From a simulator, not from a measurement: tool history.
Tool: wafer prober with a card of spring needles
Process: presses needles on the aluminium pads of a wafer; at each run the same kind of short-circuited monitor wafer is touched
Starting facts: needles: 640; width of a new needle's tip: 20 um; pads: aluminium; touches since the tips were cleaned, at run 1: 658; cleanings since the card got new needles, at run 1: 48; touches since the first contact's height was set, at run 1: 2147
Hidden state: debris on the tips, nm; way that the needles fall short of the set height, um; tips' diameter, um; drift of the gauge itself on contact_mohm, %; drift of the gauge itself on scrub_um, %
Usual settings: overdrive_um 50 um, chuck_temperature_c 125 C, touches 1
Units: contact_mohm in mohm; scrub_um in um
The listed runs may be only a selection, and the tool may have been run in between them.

run,day,overdrive_um,chuck_temperature_c,touches,touches since the tips were cleaned,cleanings since the card got new needles,touches since the first contact's height was set,contact_mohm,scrub_um
1,0.000,50,125,1,658,48,2147,269,14.03
# day 0.196: tips cleaned on abrasive film
# day 0.446: tips cleaned on abrasive film
2,0.546,50,125,1,1204,50,8794,306,13.96
# day 0.700: tips cleaned on abrasive film
3,0.779,50,125,1,1001,51,11657,273,13.92
# day 0.992: tips cleaned on abrasive film
4,1.071,50,125,1,994,52,15232,285,13.94
# day 1.275: tips cleaned on abrasive film
# day 1.521: tips cleaned on abrasive film
5,1.575,50,125,2,675,54,21376,254,13.87
# day 1.625: height of the first contact set anew
# day 1.821: tips cleaned on abrasive film
# day 2.067: tips cleaned on abrasive film
6,2.067,50,125,2,0,56,5392,234,13.82
# day 2.333: tips cleaned on abrasive film
7,2.412,50,125,1,990,57,9605,283,13.76
# day 2.579: tips cleaned on abrasive film
8,2.692,50,125,1,1396,58,13043,310,13.79
# day 2.829: tips cleaned on abrasive film
# day 2.975: height of the first contact set anew, once more
# day 3.104: tips cleaned on abrasive film
9,3.204,50,125,2,1275,60,2816,272,13.98
# day 3.375: tips cleaned on abrasive film
10,3.471,50,90,3,1150,61,6039,247,13.90

Predict the results of run 11:
# day 3.638: tips cleaned on abrasive film
# day 3.892: tips cleaned on abrasive film
11,3.925,63,43,1,404,63,11590,?,?

Run 11 produced contact_mohm 230 mohm, scrub_um 17.60 um.
With the hidden condition absent and the run-to-run variation left alone, this run would have shown contact_mohm 204 mohm, scrub_um 17.66 um.
